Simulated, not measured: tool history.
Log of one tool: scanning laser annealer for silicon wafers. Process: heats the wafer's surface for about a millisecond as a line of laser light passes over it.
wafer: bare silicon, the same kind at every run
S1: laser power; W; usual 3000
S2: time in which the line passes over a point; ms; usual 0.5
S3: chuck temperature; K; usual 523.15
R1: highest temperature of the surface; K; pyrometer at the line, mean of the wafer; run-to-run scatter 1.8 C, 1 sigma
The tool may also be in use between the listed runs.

run 1 hour=0 | S1=3000 S2=0.5 S3=523.15 | R1=1260.15
run 2 hour=19.7 | S1=3000 S2=0.5 S3=523.15 | R1=1262.15
run 3 hour=37.6 | S1=3000 S2=0.5 S3=523.15 | R1=1260.15
run 4 hour=49.8 | S1=3000 S2=0.5 S3=523.15 | R1=1260.15
run 5 hour=70.5 | S1=3229 S2=0.5 S3=523.15 | R1=1319.15
run 6 hour=83.4 | S1=2927 S2=0.5 S3=523.15 | R1=1237.15
run 7 hour=97.4 | S1=2927 S2=0.5 S3=523.15 | R1=1245.15
run 8 hour=117.1 | S1=2927 S2=0.5 S3=523.15 | R1=1239.15
run 9 hour=135.6 | S1=3000 S2=0.5 S3=523.15 | R1=1260.15
run 10 hour=151.2 | S1=3000 S2=0.5 S3=523.15 | R1=1261.15
run 11 hour=165.2 | S1=3000 S2=0.5 S3=523.15 | R1=1258.15
run 12 hour=186.1 | S1=3000 S2=0.5 S3=523.15 | R1=1256.15
run 13 hour=201.5 | S1=3000 S2=0.5 S3=523.15 | R1=1259.15
run 14 hour=216.7 | S1=3000 S2=0.384 S3=523.15 | R1=1160.15
run 15 hour=234.6 | S1=3000 S2=0.5 S3=523.15 | R1=1256.15
run 16 hour=255.9 | S1=3000 S2=0.5 S3=523.15 | R1=1255.15
run 17 hour=264.8 | S1=3000 S2=0.5 S3=523.15 | R1=1257.15
run 18 hour=282.6 | S1=3000 S2=0.5 S3=523.15 | R1=1258.15
run 19 hour=298 | S1=3000 S2=0.5 S3=523.15 | R1=1255.15
run 20 hour=317.8 | S1=2901 S2=0.6 S3=551.15 | R1=1330.15
run 21 hour=339.4 | S1=3167 S2=0.434 S3=560.15 | R1=1281.15
run 22 hour=356.9 | S1=2864 S2=0.434 S3=522.15 | R1=1165.15
run 23 hour=366.7 | S1=3065 S2=0.573 S3=558.15 | R1=1364.15
run 24 hour=382.8 | S1=3221 S2=0.604 S3=558.15 | R1=1430.15
run 25 hour=403.2 | S1=3221 S2=0.604 S3=558.15 | R1=1433.15
run 26 hour=414.7 | S1=3211 S2=0.567 S3=558.15 | R1=1401.15
run 27 hour=434.5 | S1=2718 S2=0.552 S3=514.15 | R1=1209.15
run 28 hour=444.3 | S1=2595 S2=0.522 S3=550.15 | R1=1188.15
run 29 hour=466.2 | S1=3000 S2=0.5 S3=531.15 | R1=1262.15
run 30 hour=478 | S1=3000 S2=0.5 S3=531.15 | R1=1258.15
run 31 hour=496.2 | S1=3164 S2=0.546 S3=518.15 | R1=1332.15
run 32 hour=508.5 | S1=2967 S2=0.504 S3=519.15 | R1=1242.15
run 33 hour=528.6 | S1=3000 S2=0.421 S3=530.15 | R1=1194.15
run 34 hour=545 | S1=3000 S2=0.421 S3=530.15 | R1=1194.15
run 35 hour=562.9 | S1=2921 S2=0.452 S3=532.15 | R1=1203.15
run 36 hour=574 | S1=2921 S2=0.452 S3=532.15 | R1=1203.15
run 37 hour=586 | S1=2921 S2=0.452 S3=532.15 | R1=1201.15
run 38 hour=597.2 | S1=2921 S2=0.452 S3=532.15 | R1=1206.15

How would selected steps in R1 from run to run divide? Give the signed amount a tool lacking its hidden state would still show from settings, what came in and random variation, and the signed amount left for the hidden state, including any gauge scatter that is not in both of the compared results.
Hidden state present: light that passes the window, % of a clean one's; laser's true power over the reading, %; width of the line over the set one, %; drift of the gauge itself on peak_c, C.
Run 21 -> 22: S1 3167 -> 2864, S3 560.15 -> 522.15. R1 -116 K: hidden state +1, all else -117.
Run 22 -> 23: S1 2864 -> 3065, S2 0.434 -> 0.573, S3 522.15 -> 558.15. R1 +199 K: hidden state -3, all else +202.
Run 26 -> 27: S1 3211 -> 2718, S2 0.567 -> 0.552, S3 558.15 -> 514.15. R1 -192 K: hidden state +3, all else -195.
Run 28 -> 29: S1 2595 -> 3000, S2 0.522 -> 0.5, S3 550.15 -> 531.15. R1 +74 K: hidden state -3, all else +77.
